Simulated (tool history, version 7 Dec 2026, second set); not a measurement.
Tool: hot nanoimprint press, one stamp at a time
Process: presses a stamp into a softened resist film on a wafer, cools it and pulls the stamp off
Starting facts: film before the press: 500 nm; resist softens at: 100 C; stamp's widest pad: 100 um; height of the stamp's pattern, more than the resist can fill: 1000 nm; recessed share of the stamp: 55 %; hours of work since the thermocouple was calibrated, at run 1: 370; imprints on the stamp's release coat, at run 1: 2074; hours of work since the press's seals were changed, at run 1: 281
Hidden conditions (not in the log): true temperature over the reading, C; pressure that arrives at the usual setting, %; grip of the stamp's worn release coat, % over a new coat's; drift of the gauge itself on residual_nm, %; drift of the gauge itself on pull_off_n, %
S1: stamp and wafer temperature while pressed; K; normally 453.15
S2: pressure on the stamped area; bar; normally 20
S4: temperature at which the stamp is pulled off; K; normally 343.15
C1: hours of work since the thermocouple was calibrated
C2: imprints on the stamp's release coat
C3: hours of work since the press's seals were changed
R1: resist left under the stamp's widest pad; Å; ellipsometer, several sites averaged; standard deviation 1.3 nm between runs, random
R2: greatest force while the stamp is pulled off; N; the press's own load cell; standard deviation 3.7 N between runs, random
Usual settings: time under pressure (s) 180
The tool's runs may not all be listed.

Run 1, day 0: usual settings; C1 370; C2 2074; C3 281. Result: R1 2451 Å, R2 240 N.
Run 2, day 0.571: usual settings but S2 15.6 bar; C1 376; C2 2103; C3 288. Result: R1 2706 Å, R2 239 N.
Run 3, day 1.054: usual settings but S2 13.9 bar; C1 382; C2 2128; C3 293. Result: R1 2869 Å, R2 243 N.
Run 4, day 1.479: usual settings but S2 13.9 bar; C1 386; C2 2150; C3 297. Result: R1 2855 Å, R2 248 N.
Run 5, day 1.875: usual settings but S2 13.9 bar; C1 390; C2 2170; C3 301. Result: R1 2889 Å, R2 239 N.
Run 6, day 2.467: usual settings but S2 13.9 bar; C1 397; C2 2200; C3 308. Result: R1 2856 Å, R2 249 N.
Run 7, day 2.746: usual settings but S2 13.9 bar, S4 350.15 K; C1 400; C2 2214; C3 311. Result: R1 2850 Å, R2 215 N.
Run 8, day 3.138: usual settings; C1 404; C2 2234; C3 315. Result: R1 2438 Å, R2 239 N.
Run 9, day 3.442: usual settings but time under pressure (s) 321; C1 407; C2 2250; C3 318. Result: R1 2003 Å, R2 239 N.
At day 3.612: plate thermocouple calibrated.
Run 10, day 4.121: usual settings but time under pressure (s) 321; C1 5; C2 2278; C3 324. Result: R1 2020 Å, R2 250 N.
Run 11, day 4.529: usual settings but time under pressure (s) 321; C1 10; C2 2299; C3 328. Result: R1 1997 Å, R2 241 N.
Run 12, day 5.029: usual settings but time under pressure (s) 321; C1 15; C2 2324; C3 333. Result: R1 2000 Å, R2 248 N.
At day 5.775: stamp cleaned and given a new release coat.
Run 13, day 5.775: usual settings but time under pressure (s) 321; C1 20; C2 0; C3 339. Result: R1 1996 Å, R2 178 N.
Run 14, day 6.467: usual settings but time under pressure (s) 321; C1 28; C2 35; C3 346. Result: R1 1992 Å, R2 183 N.
Run 15, day 6.929: usual settings but S2 17.1 bar; C1 33; C2 59; C3 351. Result: R1 2664 Å, R2 177 N.
At day 7.262: plate thermocouple calibrated, once more.
Run 16, day 7.371: usual settings but S1 449.15 K, S2 27.1 bar, time under pressure (s) 179, S4 348.15 K; C1 1; C2 75; C3 354. Result: R1 2451 Å, R2 161 N.
Run 17, day 8.025: usual settings but S1 451.15 K, S2 17.6 bar, time under pressure (s) 273; C1 8; C2 108; C3 361. Result: R1 2383 Å, R2 179 N.
Run 18, day 8.608: usual settings but S4 344.15 K; C1 14; C2 138; C3 367. Result: R1 2437 Å, R2 179 N.
Run 19, day 9.008: usual settings but S4 344.15 K; C1 19; C2 158; C3 372. Result: R1 2443 Å, R2 187 N.
Run 20, day 9.325: usual settings but S1 464.15 K, S2 31.1 bar, time under pressure (s) 137, S4 346.15 K; C1 22; C2 175; C3 375. Result: R1 1529 Å, R2 175 N.
Run 21, day 9.933: usual settings but S2 21.2 bar; C1 28; C2 206; C3 382. Result: R1 2394 Å, R2 181 N.
Run 22, day 10.512: usual settings but S2 12.2 bar, time under pressure (s) 244, S4 333.15 K; C1 34; C2 235; C3 388. Result: R1 2685 Å, R2 212 N.
Run 23, day 10.988: usual settings but S1 454.15 K, S2 14.9 bar, time under pressure (s) 162, S4 342.15 K; C1 40; C2 260; C3 393. Result: R1 2800 Å, R2 194 N.
Run 24, day 11.317: usual settings but S2 16.4 bar, time under pressure (s) 102, S4 342.15 K; C1 43; C2 276; C3 396. Result: R1 3203 Å, R2 189 N.
Run 25, day 11.904: usual settings but time under pressure (s) 118; C1 49; C2 307; C3 402. Result: R1 2832 Å, R2 182 N.
Run 26, day 12.346: usual settings but time under pressure (s) 118; C1 54; C2 329; C3 407. Result: R1 2824 Å, R2 189 N.
Run 27, day 12.762: usual settings but S2 14 bar, time under pressure (s) 283, S4 337.15 K; C1 58; C2 350; C3 412. Result: R1 2431 Å, R2 204 N.
Run 28, day 13.279: usual settings but S1 458.15 K, S2 14 bar, time under pressure (s) 198, S4 335.15 K; C1 64; C2 377; C3 417. Result: R1 2356 Å, R2 213 N.

Run 29 comes next. What will it give?
Run 29, day 13.692: usual settings but S1 450.15 K, S2 14 bar, time under pressure (s) 198, S4 341.15 K; C1 68; C2 398; C3 421. Result: R1 ?, R2 ?.

{"run 29": {"R1": 3009, "R2": 197}}
Were there no unlogged condition in the tool, this run, its random variation unchanged, would have produced R1 2969 Å, R2 184 N.
